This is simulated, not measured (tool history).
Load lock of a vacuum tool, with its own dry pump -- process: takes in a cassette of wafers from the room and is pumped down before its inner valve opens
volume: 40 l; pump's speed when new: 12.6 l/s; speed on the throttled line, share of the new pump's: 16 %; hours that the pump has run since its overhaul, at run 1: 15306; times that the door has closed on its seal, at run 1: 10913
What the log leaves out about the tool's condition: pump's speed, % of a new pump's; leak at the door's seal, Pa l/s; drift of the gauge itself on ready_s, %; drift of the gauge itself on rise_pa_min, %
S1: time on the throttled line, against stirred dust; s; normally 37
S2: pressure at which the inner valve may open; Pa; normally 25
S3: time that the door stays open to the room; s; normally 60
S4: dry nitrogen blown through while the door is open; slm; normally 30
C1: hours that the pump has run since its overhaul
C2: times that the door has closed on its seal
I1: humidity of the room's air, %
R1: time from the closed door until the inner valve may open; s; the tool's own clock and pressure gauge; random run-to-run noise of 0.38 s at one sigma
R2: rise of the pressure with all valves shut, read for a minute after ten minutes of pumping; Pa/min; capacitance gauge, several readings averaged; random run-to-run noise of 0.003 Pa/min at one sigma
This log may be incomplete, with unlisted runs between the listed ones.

| run | hour | S1 | S2 | S3 | S4 | C1 | C2 | I1 | R1 | R2 |
|---|---|---|---|---|---|---|---|---|---|---|
| 1 | 0.0 | 37 | 25 | 60 | 30 | 15306 | 10913 | 43.6 | 60.3 | 0.070 |
| 2 | 271.2 | 21 | 25 | 60 | 30 | 15577 | 11233 | 44.6 | 47.7 | 0.071 |
| 3 | 463.0 | 37 | 42 | 60 | 30 | 15769 | 11459 | 45.1 | 58.9 | 0.077 |
| 4 | 705.8 | 37 | 39 | 60 | 30 | 16012 | 11745 | 47.5 | 58.9 | 0.079 |
| 5 | 840.1 | 37 | 39 | 60 | 30 | 16146 | 11903 | 44.0 | 59.2 | 0.077 |
| 6 | 1094.2 | 37 | 39 | 60 | 30 | 16400 | 12203 | 45.8 | 59.0 | 0.078 |
| 7 | 1289.5 | 37 | 39 | 60 | 30 | 16595 | 12433 | 44.7 | 59.2 | 0.078 |
| 8 | 1496.0 | 37 | 25 | 117 | 30 | 16802 | 12676 | 43.4 | 61.2 | 0.089 |
| 9 | 1702.2 | 37 | 25 | 117 | 30 | 17008 | 12919 | 42.8 | 61.3 | 0.099 |
| 10 | 1933.6 | 37 | 25 | 117 | 30 | 17239 | 13192 | 44.3 | 61.3 | 0.098 |
| 11 | 2109.7 | 37 | 25 | 60 | 30 | 17415 | 13399 | 44.6 | 61.6 | 0.082 |
| 12 | 2338.6 | 37 | 25 | 60 | 30 | 17644 | 13669 | 43.9 | 60.4 | 0.080 |
| 13 | 2632.0 | 37 | 25 | 60 | 30 | 17938 | 14015 | 42.8 | 61.5 | 0.088 |
| 14 | 2763.8 | 37 | 25 | 60 | 30 | 18070 | 14170 | 45.1 | 61.0 | 0.081 |
| 15 | 2995.2 | 37 | 25 | 60 | 40 | 18301 | 14443 | 46.6 | 60.7 | 0.083 |
| 16 | 3229.5 | 37 | 25 | 60 | 40 | 18535 | 14719 | 45.4 | 61.5 | 0.081 |
| 17 | 3350.9 | 37 | 25 | 60 | 40 | 18657 | 14862 | 45.1 | 61.5 | 0.087 |
|  | 3477.6 | dry pump taken out, an overhauled one fitted |
| 18 | 3656.4 | 70 | 25 | 60 | 7 | 179 | 15215 | 42.2 | 85.3 | 0.118 |
| 19 | 3867.7 | 70 | 25 | 60 | 7 | 390 | 15464 | 44.7 | 85.8 | 0.121 |
| 20 | 4071.7 | 38 | 20 | 60 | 30 | 594 | 15705 | 47.1 | 59.1 | 0.093 |
| 21 | 4224.3 | 39 | 25 | 60 | 30 | 747 | 15884 | 43.1 | 58.8 | 0.098 |
| 22 | 4381.0 | 39 | 25 | 60 | 30 | 903 | 16069 | 45.4 | 59.2 | 0.105 |

Consider 5 possible next runs. They are alternatives, not a sequence: every one starts from the tool as it was left by run 22. What does each give?
| A | 4533.0 | 39 | 20 | 60 | 30 | 1055 | 16248 | 47.4 | ? | ? |
| B | 4533.0 | 39 | 25 | 120 | 30 | 1055 | 16248 | 44.6 | ? | ? |
| C | 4533.0 | 37 | 42 | 60 | 30 | 1055 | 16248 | 45.0 | ? | ? |
| D | 4533.0 | 37 | 21 | 104 | 9 | 1055 | 16248 | 41.8 | ? | ? |
| E | 4533.0 | 37 | 30 | 60 | 4 | 1055 | 16248 | 43.5 | ? | ? |

| run | R1 | R2 |
|---|---|---|
| A | 59.4 | 0.100 |
| B | 59.9 | 0.111 |
| C | 56.1 | 0.094 |
| D | 58.5 | 0.134 |
| E | 56.6 | 0.130 |
With the hidden condition removed and each run's random variation left untouched, the same runs would have given:
| run | R1 | R2 |
|---|---|---|
| A | 59.3 | 0.032 |
| B | 59.8 | 0.044 |
| C | 56.0 | 0.026 |
| D | 58.4 | 0.066 |
| E | 56.4 | 0.062 |
